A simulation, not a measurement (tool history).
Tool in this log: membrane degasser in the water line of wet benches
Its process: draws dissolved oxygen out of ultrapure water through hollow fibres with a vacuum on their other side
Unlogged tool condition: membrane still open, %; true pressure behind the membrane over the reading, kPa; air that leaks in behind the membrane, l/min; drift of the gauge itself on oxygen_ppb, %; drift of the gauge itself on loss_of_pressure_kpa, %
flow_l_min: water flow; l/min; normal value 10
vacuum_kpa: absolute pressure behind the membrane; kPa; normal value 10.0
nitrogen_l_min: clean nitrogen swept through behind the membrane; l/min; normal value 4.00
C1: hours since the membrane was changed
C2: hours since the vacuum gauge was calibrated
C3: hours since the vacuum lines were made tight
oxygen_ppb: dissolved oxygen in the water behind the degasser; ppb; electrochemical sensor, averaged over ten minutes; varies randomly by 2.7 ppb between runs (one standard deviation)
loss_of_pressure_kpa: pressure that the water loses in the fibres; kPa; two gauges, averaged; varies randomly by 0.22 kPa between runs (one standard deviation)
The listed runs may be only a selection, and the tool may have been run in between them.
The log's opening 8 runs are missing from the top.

run 9 hour=642.1 | flow_l_min=10 vacuum_kpa=14.0 nitrogen_l_min=4.00 | C1=710 C2=1484 C3=6906 | oxygen_ppb=293.6 loss_of_pressure_kpa=52.36
run 10 hour=690.9 | flow_l_min=10 vacuum_kpa=14.0 nitrogen_l_min=4.00 | C1=759 C2=1533 C3=6955 | oxygen_ppb=293.2 loss_of_pressure_kpa=51.98
run 11 hour=790.3 | flow_l_min=10 vacuum_kpa=10.0 nitrogen_l_min=8.57 | C1=858 C2=1633 C3=7054 | oxygen_ppb=256.2 loss_of_pressure_kpa=51.64
run 12 hour=840.4 | flow_l_min=10 vacuum_kpa=10.0 nitrogen_l_min=4.00 | C1=908 C2=1683 C3=7104 | oxygen_ppb=267.9 loss_of_pressure_kpa=52.04
run 13 hour=951.0 | flow_l_min=10 vacuum_kpa=10.0 nitrogen_l_min=4.00 | C1=1019 C2=1793 C3=7215 | oxygen_ppb=268.8 loss_of_pressure_kpa=52.19
run 14 hour=1063.8 | flow_l_min=7 vacuum_kpa=10.0 nitrogen_l_min=4.00 | C1=1132 C2=1906 C3=7328 | oxygen_ppb=101.8 loss_of_pressure_kpa=36.15
run 15 hour=1138.4 | flow_l_min=7 vacuum_kpa=10.0 nitrogen_l_min=4.00 | C1=1206 C2=1981 C3=7402 | oxygen_ppb=103.1 loss_of_pressure_kpa=36.53
run 16 hour=1201.9 | flow_l_min=10 vacuum_kpa=10.0 nitrogen_l_min=5.15 | C1=1270 C2=2044 C3=7466 | oxygen_ppb=264.2 loss_of_pressure_kpa=51.45
run 17 hour=1315.2 | flow_l_min=13 vacuum_kpa=8.9 nitrogen_l_min=7.93 | C1=1383 C2=2158 C3=7579 | oxygen_ppb=484.4 loss_of_pressure_kpa=67.24
run 18 hour=1399.6 | flow_l_min=10 vacuum_kpa=10.0 nitrogen_l_min=6.45 | C1=1467 C2=2242 C3=7663 | oxygen_ppb=256.1 loss_of_pressure_kpa=51.81

The next listed run, before its measurement:
run 19 hour=1453.5 | flow_l_min=10 vacuum_kpa=10.0 nitrogen_l_min=6.45 | C1=1521 C2=2296 C3=7717 | oxygen_ppb=? loss_of_pressure_kpa=?

{"run 19": {"oxygen_ppb": 261.0, "loss_of_pressure_kpa": 51.78}}
Had the tool carried no hidden state, the very same run would have given oxygen_ppb 260.9 ppb, loss_of_pressure_kpa 52.45 kPa.
